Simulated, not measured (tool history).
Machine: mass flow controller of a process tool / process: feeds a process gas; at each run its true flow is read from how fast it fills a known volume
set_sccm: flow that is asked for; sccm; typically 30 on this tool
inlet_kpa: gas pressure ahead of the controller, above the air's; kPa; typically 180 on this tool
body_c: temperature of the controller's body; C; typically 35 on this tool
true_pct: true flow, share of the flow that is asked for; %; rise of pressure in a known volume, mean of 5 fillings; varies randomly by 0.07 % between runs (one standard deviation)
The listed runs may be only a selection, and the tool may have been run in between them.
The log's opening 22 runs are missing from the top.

run,hour,set_sccm,inlet_kpa,body_c,true_pct
23,2743.2,35,180,26,95.59
24,2908.7,36,180,24,95.39
25,3010.1,38,180,34,96.01
26,3157.4,51,180,31,96.64
27,3241.6,51,180,31,96.65
28,3392.5,51,180,31,96.55
29,3473.1,51,160,20,95.92
30,3587.0,51,160,20,95.90
31,3671.5,20,160,22,93.00
32,3840.2,30,248,23,94.81

Here are 5 independent what-if runs from the current tool condition. What would each one return?
A,3985.4,53,248,37,?
B,3985.4,30,248,28,?
C,3985.4,16,279,32,?
D,3985.4,30,273,40,?
E,3985.4,97,272,23,?

run,true_pct
A,97.04
B,94.99
C,92.88
D,95.69
E,98.38
With the hidden condition removed and each run's random variation left untouched, the same runs would have given:
run,true_pct
A,99.34
B,98.23
C,98.00
D,98.94
E,100.13
